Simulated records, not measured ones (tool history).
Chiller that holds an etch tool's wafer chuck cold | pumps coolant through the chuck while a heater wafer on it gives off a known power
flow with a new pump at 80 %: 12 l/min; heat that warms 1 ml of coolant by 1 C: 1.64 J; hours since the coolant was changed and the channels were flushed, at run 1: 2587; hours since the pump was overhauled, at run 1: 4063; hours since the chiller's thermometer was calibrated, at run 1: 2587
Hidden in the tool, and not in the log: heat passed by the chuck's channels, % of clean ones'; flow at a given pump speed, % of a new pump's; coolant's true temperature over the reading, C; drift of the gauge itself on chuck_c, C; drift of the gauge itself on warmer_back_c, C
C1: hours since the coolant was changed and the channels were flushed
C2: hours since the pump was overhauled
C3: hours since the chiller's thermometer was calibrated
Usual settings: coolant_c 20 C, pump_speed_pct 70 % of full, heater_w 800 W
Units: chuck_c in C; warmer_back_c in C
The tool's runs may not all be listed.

Run 1, hour 0.0: usual settings; C1 2587; C2 4063; C3 2587. Result: chuck_c 32.9 C, warmer_back_c 3.27 C.
Run 2, hour 106.4: usual settings; C1 2693; C2 4169; C3 2693. Result: chuck_c 32.9 C, warmer_back_c 3.34 C.
Run 3, hour 178.3: usual settings; C1 2765; C2 4241; C3 2765. Result: chuck_c 33.1 C, warmer_back_c 3.35 C.
Run 4, hour 259.2: usual settings but heater_w 953 W; C1 2846; C2 4322; C3 2846. Result: chuck_c 35.6 C, warmer_back_c 4.04 C.
Run 5, hour 346.2: usual settings but heater_w 953 W; C1 2933; C2 4409; C3 2933. Result: chuck_c 35.9 C, warmer_back_c 4.02 C.
Run 6, hour 466.5: usual settings; C1 3054; C2 4529; C3 3054. Result: chuck_c 33.3 C, warmer_back_c 3.36 C.
Run 7, hour 593.9: usual settings; C1 3181; C2 4657; C3 3181. Result: chuck_c 33.3 C, warmer_back_c 3.44 C.
Run 8, hour 686.9: usual settings; C1 3274; C2 4750; C3 3274. Result: chuck_c 33.4 C, warmer_back_c 3.37 C.
Run 9, hour 747.7: usual settings but heater_w 658 W; C1 3335; C2 4811; C3 3335. Result: chuck_c 30.9 C, warmer_back_c 2.82 C.
Run 10, hour 823.0: usual settings but pump_speed_pct 97 % of full; C1 3410; C2 4886; C3 3410. Result: chuck_c 30.8 C, warmer_back_c 2.47 C.
At hour 854.5: chiller's thermometer calibrated.
Run 11, hour 879.0: usual settings but pump_speed_pct 97 % of full; C1 3465; C2 4941; C3 25. Result: chuck_c 31.6 C, warmer_back_c 2.57 C.
At hour 896.8: coolant changed, channels flushed.
Run 12, hour 1005.0: usual settings but pump_speed_pct 60 % of full; C1 108; C2 5061; C3 145. Result: chuck_c 34.2 C, warmer_back_c 4.05 C.
Run 13, hour 1056.7: usual settings but pump_speed_pct 60 % of full; C1 160; C2 5113; C3 196. Result: chuck_c 34.3 C, warmer_back_c 4.06 C.
Run 14, hour 1171.7: usual settings but pump_speed_pct 60 % of full; C1 275; C2 5228; C3 311. Result: chuck_c 34.3 C, warmer_back_c 4.11 C.
Run 15, hour 1297.5: usual settings but pump_speed_pct 60 % of full; C1 401; C2 5353; C3 437. Result: chuck_c 34.6 C, warmer_back_c 4.11 C.
Run 16, hour 1396.2: usual settings but pump_speed_pct 60 % of full; C1 499; C2 5452; C3 536. Result: chuck_c 34.6 C, warmer_back_c 4.12 C.
At hour 1448.5: coolant pump overhauled.
Run 17, hour 1521.7: usual settings but pump_speed_pct 60 % of full; C1 620; C2 73; C3 656. Result: chuck_c 32.3 C, warmer_back_c 3.25 C.
Run 18, hour 1610.3: usual settings but pump_speed_pct 60 % of full; C1 709; C2 162; C3 745. Result: chuck_c 32.3 C, warmer_back_c 3.25 C.
Run 19, hour 1694.2: usual settings but coolant_c 11 C, pump_speed_pct 65 % of full, heater_w 895 W; C1 792; C2 246; C3 829. Result: chuck_c 24.2 C, warmer_back_c 3.33 C.
Run 20, hour 1746.6: usual settings but coolant_c 18 C, pump_speed_pct 65 % of full, heater_w 895 W; C1 845; C2 298; C3 881. Result: chuck_c 31.1 C, warmer_back_c 3.39 C.
Run 21, hour 1858.0: usual settings but coolant_c 18 C, pump_speed_pct 65 % of full, heater_w 895 W; C1 956; C2 410; C3 993. Result: chuck_c 31.2 C, warmer_back_c 3.43 C.
Run 22, hour 1953.1: usual settings but coolant_c 25 C, pump_speed_pct 68 % of full, heater_w 629 W; C1 1051; C2 505; C3 1088. Result: chuck_c 34.0 C, warmer_back_c 2.28 C.
Run 23, hour 2038.7: usual settings but coolant_c 11 C, pump_speed_pct 67 % of full, heater_w 792 W; C1 1137; C2 590; C3 1173. Result: chuck_c 22.4 C, warmer_back_c 2.92 C.
Run 24, hour 2135.9: usual settings but coolant_c 11 C, pump_speed_pct 67 % of full, heater_w 792 W; C1 1234; C2 687; C3 1270. Result: chuck_c 22.4 C, warmer_back_c 2.91 C.
Run 25, hour 2256.8: usual settings but coolant_c 16 C, heater_w 662 W; C1 1355; C2 808; C3 1391. Result: chuck_c 25.3 C, warmer_back_c 2.29 C.
Run 26, hour 2357.5: usual settings but coolant_c 24 C, heater_w 742 W; C1 1456; C2 909; C3 1492. Result: chuck_c 34.7 C, warmer_back_c 2.66 C.
Run 27, hour 2410.9: usual settings but coolant_c 24 C, heater_w 742 W; C1 1509; C2 962; C3 1545. Result: chuck_c 34.7 C, warmer_back_c 2.65 C.
Run 28, hour 2536.8: usual settings but coolant_c 24 C, heater_w 742 W; C1 1635; C2 1088; C3 1671. Result: chuck_c 34.6 C, warmer_back_c 2.68 C.
Run 29, hour 2590.8: usual settings but coolant_c 11 C, pump_speed_pct 75 % of full, heater_w 1101 W; C1 1689; C2 1142; C3 1725. Result: chuck_c 26.6 C, warmer_back_c 3.75 C.
Run 30, hour 2707.8: usual settings but coolant_c 11 C, pump_speed_pct 75 % of full, heater_w 1101 W; C1 1806; C2 1259; C3 1842. Result: chuck_c 26.6 C, warmer_back_c 3.76 C.
Run 31, hour 2759.2: usual settings but pump_speed_pct 66 % of full, heater_w 563 W; C1 1857; C2 1311; C3 1894. Result: chuck_c 28.4 C, warmer_back_c 2.20 C.
Run 32, hour 2835.1: usual settings but coolant_c 11 C, pump_speed_pct 67 % of full; C1 1933; C2 1387; C3 1970. Result: chuck_c 23.1 C, warmer_back_c 3.04 C.

4 ways to go on from here, each from the tool as it stands after run 32. What would each give?
Run A, hour 2950.8: usual settings but coolant_c 29 C, pump_speed_pct 80 % of full, heater_w 690 W; C1 2049; C2 1502; C3 2085. Result: chuck_c ?, warmer_back_c ?.
Run B, hour 2950.8: usual settings but coolant_c 10 C, pump_speed_pct 75 % of full, heater_w 767 W; C1 2049; C2 1502; C3 2085. Result: chuck_c ?, warmer_back_c ?.
Run C, hour 2950.8: usual settings but pump_speed_pct 68 % of full, heater_w 776 W; C1 2049; C2 1502; C3 2085. Result: chuck_c ?, warmer_back_c ?.
Run D, hour 2950.8: usual settings but coolant_c 23 C, pump_speed_pct 67 % of full; C1 2049; C2 1502; C3 2085. Result: chuck_c ?, warmer_back_c ?.

run  chuck_c  warmer_back_c
  A     38.1           2.26
  B     20.7           2.61
  C     31.6           2.95
  D     35.3           3.06
Without the tool's hidden state the same runs would have given:
run  chuck_c  warmer_back_c
  A     37.6           2.13
  B     20.1           2.46
  C     30.8           2.78
  D     34.6           2.88
